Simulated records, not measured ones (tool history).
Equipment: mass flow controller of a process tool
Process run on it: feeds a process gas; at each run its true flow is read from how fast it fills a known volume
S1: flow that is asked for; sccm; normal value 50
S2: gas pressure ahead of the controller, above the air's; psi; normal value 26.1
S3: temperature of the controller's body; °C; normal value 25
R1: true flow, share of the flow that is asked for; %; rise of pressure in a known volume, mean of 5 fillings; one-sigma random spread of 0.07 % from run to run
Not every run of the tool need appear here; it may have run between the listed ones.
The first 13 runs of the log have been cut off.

{"run": 14, "day": 31.133, "S1": 35, "S2": 26.1, "S3": 25, "R1": 95.45}
{"run": 15, "day": 33.492, "S1": 50, "S2": 26.1, "S3": 25, "R1": 96.32}
{"run": 16, "day": 36.217, "S1": 50, "S2": 26.1, "S3": 25, "R1": 96.4}
{"run": 17, "day": 38.325, "S1": 50, "S2": 26.1, "S3": 25, "R1": 96.43}
{"run": 18, "day": 40.142, "S1": 15, "S2": 26.1, "S3": 25, "R1": 92.49}
{"run": 19, "day": 43.167, "S1": 15, "S2": 34.7, "S3": 25, "R1": 92.86}
{"run": 20, "day": 44.812, "S1": 31, "S2": 26.1, "S3": 25, "R1": 95.14}
{"run": 21, "day": 47.892, "S1": 31, "S2": 26.1, "S3": 25, "R1": 94.95}
{"run": 22, "day": 50.458, "S1": 31, "S2": 26.1, "S3": 25, "R1": 94.97}
{"run": 23, "day": 52.85, "S1": 50, "S2": 26.1, "S3": 28, "R1": 95.89}
{"run": 24, "day": 54.233, "S1": 15, "S2": 26.1, "S3": 37, "R1": 91.11}
{"run": 25, "day": 56.046, "S1": 15, "S2": 21.0, "S3": 37, "R1": 90.89}
{"run": 26, "day": 59.279, "S1": 15, "S2": 33.4, "S3": 27, "R1": 92.22}

Run 27 comes next. What will it give?
{"run": 27, "day": 62.058, "S1": 12, "S2": 29.0, "S3": 25, "R1": "?"}

{"run 27": {"R1": 91.05}}
Had the tool carried no hidden state, the very same run would have given R1 97.05 %.
